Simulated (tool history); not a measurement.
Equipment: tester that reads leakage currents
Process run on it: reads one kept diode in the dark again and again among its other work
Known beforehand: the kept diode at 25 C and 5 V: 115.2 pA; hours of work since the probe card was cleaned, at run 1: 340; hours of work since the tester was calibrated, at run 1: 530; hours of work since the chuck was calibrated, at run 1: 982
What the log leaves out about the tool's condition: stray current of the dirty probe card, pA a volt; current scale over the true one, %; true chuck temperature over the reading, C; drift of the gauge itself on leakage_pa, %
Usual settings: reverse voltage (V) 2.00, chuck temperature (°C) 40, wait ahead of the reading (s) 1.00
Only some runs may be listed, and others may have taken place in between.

run	hour	reverse voltage (V)	chuck temperature (°C)	wait ahead of the reading (s)	hours of work since the probe card was cleaned	hours of work since the tester was calibrated	hours of work since the chuck was calibrated	current that the tester gives (pA)
1	0.0	2.00	40	1.00	340	530	982	250.46
2	45.3	1.14	40	1.00	372	562	1013	182.36
3	87.8	1.14	40	1.00	402	592	1043	181.66
4	133.0	1.14	40	1.00	433	624	1075	182.51
5	176.4	1.14	40	1.00	464	655	1106	183.23
6	203.6	1.14	40	1.00	483	674	1125	184.10
7	245.6	1.14	40	0.41	513	703	1154	185.28
8	295.6	2.00	40	1.00	548	738	1190	256.95
9	343.0	2.00	40	1.00	581	772	1223	258.34
10	373.5	2.00	40	1.00	603	793	1245	258.65
11	399.4	2.00	40	1.00	621	812	1263	259.51
12	429.1	2.00	40	1.00	642	832	1284	260.23
13	475.0	2.00	53	1.00	674	865	1316	659.72
# hour 481.7: chuck's temperature calibrated
14	526.2	2.00	52	1.00	709	899	31	643.04

Run 15 comes next. What will it give?
15	572.3	5.23	44	3.02	741	932	64	?

Run 15 yielded current that the tester gives (pA) 637.93.
With the hidden condition absent and the run-to-run variation left alone, this run would have shown current that the tester gives (pA) 523.59.

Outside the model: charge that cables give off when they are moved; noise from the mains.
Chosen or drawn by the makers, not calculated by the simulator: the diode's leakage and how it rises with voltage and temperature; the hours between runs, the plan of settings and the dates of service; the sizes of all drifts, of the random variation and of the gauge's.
